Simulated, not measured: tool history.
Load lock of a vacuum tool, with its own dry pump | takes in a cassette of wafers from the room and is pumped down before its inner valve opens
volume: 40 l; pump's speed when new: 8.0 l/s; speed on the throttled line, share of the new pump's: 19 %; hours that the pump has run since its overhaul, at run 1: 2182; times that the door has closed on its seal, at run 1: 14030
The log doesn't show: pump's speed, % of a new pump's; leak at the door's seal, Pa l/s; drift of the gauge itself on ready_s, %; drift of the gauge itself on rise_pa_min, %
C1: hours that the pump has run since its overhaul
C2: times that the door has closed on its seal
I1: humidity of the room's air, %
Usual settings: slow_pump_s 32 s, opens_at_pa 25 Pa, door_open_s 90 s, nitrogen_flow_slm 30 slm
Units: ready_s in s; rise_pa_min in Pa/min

Run 1, hour 0.0: usual settings; C1 2182; C2 14030; I1 45.4. Result: ready_s 68.8 s, rise_pa_min 0.133 Pa/min.
Run 2, hour 51.8: usual settings; C1 2234; C2 14256; I1 48.0. Result: ready_s 68.3 s, rise_pa_min 0.137 Pa/min.
Run 3, hour 155.8: usual settings; C1 2338; C2 14709; I1 47.4. Result: ready_s 69.4 s, rise_pa_min 0.146 Pa/min.
Run 4, hour 214.6: usual settings; C1 2397; C2 14965; I1 47.5. Result: ready_s 68.6 s, rise_pa_min 0.147 Pa/min.
Run 5, hour 281.6: usual settings but door_open_s 196 s; C1 2464; C2 15257; I1 45.8. Result: ready_s 68.5 s, rise_pa_min 0.177 Pa/min.
Run 6, hour 373.9: usual settings; C1 2556; C2 15660; I1 44.7. Result: ready_s 68.9 s, rise_pa_min 0.144 Pa/min.
Run 7, hour 480.2: usual settings; C1 2662; C2 16123; I1 47.4. Result: ready_s 68.1 s, rise_pa_min 0.151 Pa/min.
Run 8, hour 572.0: usual settings but door_open_s 48 s; C1 2754; C2 16523; I1 45.3. Result: ready_s 69.3 s, rise_pa_min 0.140 Pa/min.
Run 9, hour 671.1: usual settings but opens_at_pa 18 Pa, door_open_s 48 s; C1 2853; C2 16955; I1 46.4. Result: ready_s 70.1 s, rise_pa_min 0.147 Pa/min.
Run 10, hour 717.8: usual settings but opens_at_pa 18 Pa, door_open_s 48 s; C1 2900; C2 17159; I1 45.0. Result: ready_s 70.1 s, rise_pa_min 0.151 Pa/min.
Run 11, hour 798.1: usual settings but opens_at_pa 18 Pa, door_open_s 48 s; C1 2980; C2 17509; I1 44.4. Result: ready_s 70.3 s, rise_pa_min 0.146 Pa/min.
Run 12, hour 904.5: usual settings but slow_pump_s 37 s, door_open_s 145 s, nitrogen_flow_slm 4 slm; C1 3086; C2 17972; I1 43.7. Result: ready_s 72.4 s, rise_pa_min 0.222 Pa/min.
Run 13, hour 969.7: usual settings but opens_at_pa 37 Pa, nitrogen_flow_slm 13 slm; C1 3152; C2 18257; I1 45.8. Result: ready_s 66.8 s, rise_pa_min 0.190 Pa/min.
Run 14, hour 1074.3: usual settings but slow_pump_s 16 s, nitrogen_flow_slm 5 slm; C1 3256; C2 18713; I1 45.7. Result: ready_s 56.5 s, rise_pa_min 0.211 Pa/min.
Run 15, hour 1174.6: usual settings but nitrogen_flow_slm 10 slm; C1 3357; C2 19150; I1 43.4. Result: ready_s 68.7 s, rise_pa_min 0.203 Pa/min.
Run 16, hour 1225.2: usual settings but nitrogen_flow_slm 10 slm; C1 3407; C2 19370; I1 44.7. Result: ready_s 69.0 s, rise_pa_min 0.204 Pa/min.
Run 17, hour 1297.3: usual settings but opens_at_pa 34 Pa; C1 3479; C2 19685; I1 44.5. Result: ready_s 67.8 s, rise_pa_min 0.194 Pa/min.
Run 18, hour 1353.3: usual settings but opens_at_pa 20 Pa, door_open_s 65 s; C1 3535; C2 19929; I1 46.7. Result: ready_s 70.4 s, rise_pa_min 0.184 Pa/min.

5 ways to go on from here, each from the tool as it stands after run 18. What would each give?
Run A, hour 1440.5: usual settings but slow_pump_s 23 s, opens_at_pa 19 Pa, door_open_s 65 s, nitrogen_flow_slm 24 slm; C1 3622; C2 20309; I1 45.0. Result: ready_s ?, rise_pa_min ?.
Run B, hour 1440.5: usual settings but slow_pump_s 30 s, opens_at_pa 20 Pa, door_open_s 65 s; C1 3622; C2 20309; I1 45.4. Result: ready_s ?, rise_pa_min ?.
Run C, hour 1440.5: usual settings but opens_at_pa 20 Pa, door_open_s 65 s, nitrogen_flow_slm 41 slm; C1 3622; C2 20309; I1 46.8. Result: ready_s ?, rise_pa_min ?.
Run D, hour 1440.5: usual settings but slow_pump_s 38 s, opens_at_pa 20 Pa, door_open_s 216 s, nitrogen_flow_slm 12 slm; C1 3622; C2 20309; I1 44.8. Result: ready_s ?, rise_pa_min ?.
Run E, hour 1440.5: usual settings but opens_at_pa 22 Pa, nitrogen_flow_slm 12 slm; C1 3622; C2 20309; I1 44.3. Result: ready_s ?, rise_pa_min ?.

run  ready_s  rise_pa_min
  A     62.6        0.187
  B     68.9        0.183
  C     69.3        0.181
  D     74.8        0.261
  E     70.0        0.207
Without the tool's hidden state the same runs would have given:
run  ready_s  rise_pa_min
  A     61.4        0.054
  B     67.8        0.047
  C     68.2        0.045
  D     73.7        0.124
  E     68.9        0.072

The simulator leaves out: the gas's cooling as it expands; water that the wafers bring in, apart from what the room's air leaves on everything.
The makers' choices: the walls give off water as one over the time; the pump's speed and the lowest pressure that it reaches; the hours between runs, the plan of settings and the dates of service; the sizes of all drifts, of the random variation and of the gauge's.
